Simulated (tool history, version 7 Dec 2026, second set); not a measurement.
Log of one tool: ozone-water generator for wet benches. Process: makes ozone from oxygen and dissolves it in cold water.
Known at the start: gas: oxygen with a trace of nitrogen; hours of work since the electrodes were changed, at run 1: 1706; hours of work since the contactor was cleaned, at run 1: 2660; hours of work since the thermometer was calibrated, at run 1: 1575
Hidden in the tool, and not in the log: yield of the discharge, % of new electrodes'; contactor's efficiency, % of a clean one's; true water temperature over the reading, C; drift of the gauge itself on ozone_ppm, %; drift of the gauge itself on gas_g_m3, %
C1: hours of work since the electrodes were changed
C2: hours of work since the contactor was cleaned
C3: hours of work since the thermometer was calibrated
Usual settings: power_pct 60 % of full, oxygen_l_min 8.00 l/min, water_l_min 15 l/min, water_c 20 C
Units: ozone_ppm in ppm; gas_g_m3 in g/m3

{"run": 1, "day": 0.0, "power_pct": 60, "oxygen_l_min": 8.0, "water_l_min": 15, "water_c": 20, "C1": 1706, "C2": 2660, "C3": 1575, "ozone_ppm": 30.4, "gas_g_m3": 199.3}
{"run": 2, "day": 5.204, "power_pct": 60, "oxygen_l_min": 8.0, "water_l_min": 15, "water_c": 20, "C1": 1806, "C2": 2759, "C3": 1675, "ozone_ppm": 30.7, "gas_g_m3": 199.5}
{"run": 3, "day": 9.162, "power_pct": 60, "oxygen_l_min": 8.0, "water_l_min": 15, "water_c": 12, "C1": 1882, "C2": 2835, "C3": 1751, "ozone_ppm": 35.6, "gas_g_m3": 200.1}
{"run": 4, "day": 13.129, "power_pct": 60, "oxygen_l_min": 8.0, "water_l_min": 15, "water_c": 20, "C1": 1958, "C2": 2912, "C3": 1827, "ozone_ppm": 30.4, "gas_g_m3": 199.7}
{"run": 5, "day": 17.112, "power_pct": 60, "oxygen_l_min": 8.0, "water_l_min": 15, "water_c": 20, "C1": 2035, "C2": 2988, "C3": 1903, "ozone_ppm": 30.8, "gas_g_m3": 200.7}
{"run": 6, "day": 19.479, "power_pct": 60, "oxygen_l_min": 8.0, "water_l_min": 15, "water_c": 20, "C1": 2080, "C2": 3033, "C3": 1949, "ozone_ppm": 30.7, "gas_g_m3": 199.1}
{"run": 7, "day": 24.283, "power_pct": 60, "oxygen_l_min": 8.0, "water_l_min": 15, "water_c": 20, "C1": 2172, "C2": 3126, "C3": 2041, "ozone_ppm": 30.8, "gas_g_m3": 196.2}
{"run": 8, "day": 26.912, "power_pct": 60, "oxygen_l_min": 8.0, "water_l_min": 15, "water_c": 20, "C1": 2223, "C2": 3176, "C3": 2091, "ozone_ppm": 30.5, "gas_g_m3": 199.0}
{"run": 9, "day": 30.758, "power_pct": 60, "oxygen_l_min": 8.0, "water_l_min": 15, "water_c": 26, "C1": 2297, "C2": 3250, "C3": 2165, "ozone_ppm": 27.1, "gas_g_m3": 199.3}
{"run": 10, "day": 35.183, "power_pct": 60, "oxygen_l_min": 8.0, "water_l_min": 15, "water_c": 26, "C1": 2381, "C2": 3335, "C3": 2250, "ozone_ppm": 27.1, "gas_g_m3": 198.6}
{"run": 11, "day": 38.162, "power_pct": 60, "oxygen_l_min": 8.0, "water_l_min": 15, "water_c": 19, "C1": 2439, "C2": 3392, "C3": 2307, "ozone_ppm": 31.0, "gas_g_m3": 199.4}
{"run": 12, "day": 42.5, "power_pct": 60, "oxygen_l_min": 8.0, "water_l_min": 15, "water_c": 19, "C1": 2522, "C2": 3475, "C3": 2390, "ozone_ppm": 30.9, "gas_g_m3": 197.5}
{"run": 13, "day": 44.75, "power_pct": 60, "oxygen_l_min": 8.0, "water_l_min": 15, "water_c": 19, "C1": 2565, "C2": 3518, "C3": 2433, "ozone_ppm": 31.4, "gas_g_m3": 196.8}
{"run": 14, "day": 48.758, "power_pct": 60, "oxygen_l_min": 8.0, "water_l_min": 15, "water_c": 20, "C1": 2642, "C2": 3595, "C3": 2510, "ozone_ppm": 30.9, "gas_g_m3": 196.8}
{"run": 15, "day": 51.754, "power_pct": 64, "oxygen_l_min": 8.0, "water_l_min": 15, "water_c": 20, "C1": 2699, "C2": 3653, "C3": 2568, "ozone_ppm": 31.8, "gas_g_m3": 206.8}
{"run": 16, "day": 55.708, "power_pct": 60, "oxygen_l_min": 8.0, "water_l_min": 17, "water_c": 20, "C1": 2775, "C2": 3729, "C3": 2644, "ozone_ppm": 27.9, "gas_g_m3": 198.3}
{"run": 17, "day": 60.588, "power_pct": 60, "oxygen_l_min": 13.4, "water_l_min": 16, "water_c": 22, "C1": 2869, "C2": 3822, "C3": 2737, "ozone_ppm": 25.2, "gas_g_m3": 148.8}
{"run": 18, "day": 64.908, "power_pct": 60, "oxygen_l_min": 13.4, "water_l_min": 16, "water_c": 22, "C1": 2952, "C2": 3905, "C3": 2820, "ozone_ppm": 24.9, "gas_g_m3": 150.3}
{"day": 66.283, "done": "contactor cleaned"}
{"run": 19, "day": 68.112, "power_pct": 61, "oxygen_l_min": 11.75, "water_l_min": 16, "water_c": 19, "C1": 3010, "C2": 35, "C3": 2878, "ozone_ppm": 28.4, "gas_g_m3": 160.2}
{"run": 20, "day": 71.267, "power_pct": 79, "oxygen_l_min": 5.36, "water_l_min": 16, "water_c": 20, "C1": 3071, "C2": 96, "C3": 2939, "ozone_ppm": 37.2, "gas_g_m3": 294.5}
{"run": 21, "day": 76.108, "power_pct": 44, "oxygen_l_min": 11.25, "water_l_min": 11, "water_c": 16, "C1": 3164, "C2": 189, "C3": 3032, "ozone_ppm": 29.4, "gas_g_m3": 131.4}
{"run": 22, "day": 81.271, "power_pct": 76, "oxygen_l_min": 11.25, "water_l_min": 11, "water_c": 26, "C1": 3263, "C2": 288, "C3": 3131, "ozone_ppm": 32.8, "gas_g_m3": 193.4}
{"run": 23, "day": 86.192, "power_pct": 76, "oxygen_l_min": 11.25, "water_l_min": 11, "water_c": 26, "C1": 3357, "C2": 382, "C3": 3225, "ozone_ppm": 32.8, "gas_g_m3": 192.2}
{"run": 24, "day": 91.404, "power_pct": 95, "oxygen_l_min": 11.44, "water_l_min": 23, "water_c": 20, "C1": 3457, "C2": 482, "C3": 3325, "ozone_ppm": 30.4, "gas_g_m3": 221.4}
{"run": 25, "day": 95.654, "power_pct": 60, "oxygen_l_min": 7.23, "water_l_min": 21, "water_c": 26, "C1": 3539, "C2": 564, "C3": 3407, "ozone_ppm": 22.7, "gas_g_m3": 205.8}
{"run": 26, "day": 99.271, "power_pct": 60, "oxygen_l_min": 9.28, "water_l_min": 10, "water_c": 22, "C1": 3608, "C2": 633, "C3": 3476, "ozone_ppm": 34.5, "gas_g_m3": 179.9}
{"run": 27, "day": 102.058, "power_pct": 68, "oxygen_l_min": 4.96, "water_l_min": 10, "water_c": 16, "C1": 3661, "C2": 686, "C3": 3530, "ozone_ppm": 49.5, "gas_g_m3": 272.8}
{"run": 28, "day": 105.642, "power_pct": 100, "oxygen_l_min": 10.13, "water_l_min": 15, "water_c": 28, "C1": 3730, "C2": 755, "C3": 3599, "ozone_ppm": 34.6, "gas_g_m3": 242.2}
{"run": 29, "day": 108.492, "power_pct": 78, "oxygen_l_min": 10.13, "water_l_min": 15, "water_c": 17, "C1": 3785, "C2": 810, "C3": 3653, "ozone_ppm": 37.2, "gas_g_m3": 205.9}
{"run": 30, "day": 111.9, "power_pct": 76, "oxygen_l_min": 7.49, "water_l_min": 17, "water_c": 19, "C1": 3850, "C2": 875, "C3": 3719, "ozone_ppm": 34.2, "gas_g_m3": 234.5}

Run 31 comes next. What will it give?
{"run": 31, "day": 117.104, "power_pct": 78, "oxygen_l_min": 8.0, "water_l_min": 12, "water_c": 17, "C1": 3950, "C2": 975, "C3": 3819, "ozone_ppm": "?", "gas_g_m3": "?"}

ozone_ppm: 44.0 ppm
gas_g_m3: 230.4 g/m3
Without the tool's hidden state the same run would have given ozone_ppm 44.0 ppm, gas_g_m3 237.0 g/m3.

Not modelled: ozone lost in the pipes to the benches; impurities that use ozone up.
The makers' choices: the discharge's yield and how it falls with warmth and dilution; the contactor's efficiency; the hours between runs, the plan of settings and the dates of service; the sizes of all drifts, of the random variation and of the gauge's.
